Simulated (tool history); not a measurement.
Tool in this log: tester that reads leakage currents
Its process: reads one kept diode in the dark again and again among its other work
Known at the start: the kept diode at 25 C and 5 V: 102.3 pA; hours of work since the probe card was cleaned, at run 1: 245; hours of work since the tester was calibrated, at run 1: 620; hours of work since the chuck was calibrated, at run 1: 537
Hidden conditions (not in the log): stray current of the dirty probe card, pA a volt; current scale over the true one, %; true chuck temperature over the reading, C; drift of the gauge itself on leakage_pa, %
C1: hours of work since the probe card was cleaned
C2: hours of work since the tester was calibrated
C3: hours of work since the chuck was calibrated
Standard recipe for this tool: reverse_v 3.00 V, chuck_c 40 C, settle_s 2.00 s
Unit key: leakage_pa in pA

{"run": 1, "day": 0.0, "reverse_v": 3.0, "chuck_c": 40, "settle_s": 2.0, "C1": 245, "C2": 620, "C3": 537, "leakage_pa": 285.61}
{"run": 2, "day": 0.538, "reverse_v": 3.0, "chuck_c": 40, "settle_s": 2.0, "C1": 252, "C2": 626, "C3": 544, "leakage_pa": 284.85}
{"run": 3, "day": 1.183, "reverse_v": 3.0, "chuck_c": 40, "settle_s": 0.37, "C1": 259, "C2": 634, "C3": 552, "leakage_pa": 286.36}
{"run": 4, "day": 1.75, "reverse_v": 3.0, "chuck_c": 40, "settle_s": 0.37, "C1": 266, "C2": 641, "C3": 559, "leakage_pa": 286.57}
{"run": 5, "day": 2.404, "reverse_v": 3.0, "chuck_c": 40, "settle_s": 0.37, "C1": 274, "C2": 649, "C3": 567, "leakage_pa": 286.33}
{"run": 6, "day": 3.571, "reverse_v": 3.0, "chuck_c": 40, "settle_s": 0.37, "C1": 288, "C2": 663, "C3": 581, "leakage_pa": 284.42}
{"run": 7, "day": 4.125, "reverse_v": 3.0, "chuck_c": 24, "settle_s": 0.37, "C1": 295, "C2": 670, "C3": 587, "leakage_pa": 68.48}
{"run": 8, "day": 5.196, "reverse_v": 3.0, "chuck_c": 40, "settle_s": 2.0, "C1": 308, "C2": 683, "C3": 600, "leakage_pa": 283.06}
{"run": 9, "day": 6.021, "reverse_v": 3.0, "chuck_c": 43, "settle_s": 4.31, "C1": 318, "C2": 693, "C3": 611, "leakage_pa": 364.73}
{"run": 10, "day": 6.783, "reverse_v": 7.61, "chuck_c": 20, "settle_s": 2.53, "C1": 328, "C2": 702, "C3": 620, "leakage_pa": 78.24}
{"run": 11, "day": 7.408, "reverse_v": 2.08, "chuck_c": 40, "settle_s": 1.75, "C1": 335, "C2": 710, "C3": 627, "leakage_pa": 232.33}
{"run": 12, "day": 8.596, "reverse_v": 2.3, "chuck_c": 32, "settle_s": 3.36, "C1": 350, "C2": 724, "C3": 642, "leakage_pa": 122.06}
{"run": 13, "day": 9.229, "reverse_v": 13.41, "chuck_c": 40, "settle_s": 1.75, "C1": 357, "C2": 732, "C3": 650, "leakage_pa": 644.89}
{"run": 14, "day": 10.146, "reverse_v": 17.6, "chuck_c": 28, "settle_s": 8.1, "C1": 368, "C2": 743, "C3": 661, "leakage_pa": 260.47}
{"run": 15, "day": 11.271, "reverse_v": 17.6, "chuck_c": 28, "settle_s": 8.1, "C1": 382, "C2": 757, "C3": 674, "leakage_pa": 261.46}

For some of the steps in leakage_pa from one run to the next: how much would appear even if the tool had no hidden state, given the settings, what came in and random variation, and how much remains for the hidden state plus any gauge scatter that the measured result and the result without hidden state don't share?
Run 12 -> 13: reverse_v 2.30 -> 13.41, chuck_c 32 -> 40, settle_s 3.36 -> 1.75. leakage_pa +522.83 pA: hidden state -21.48, all else +544.31.
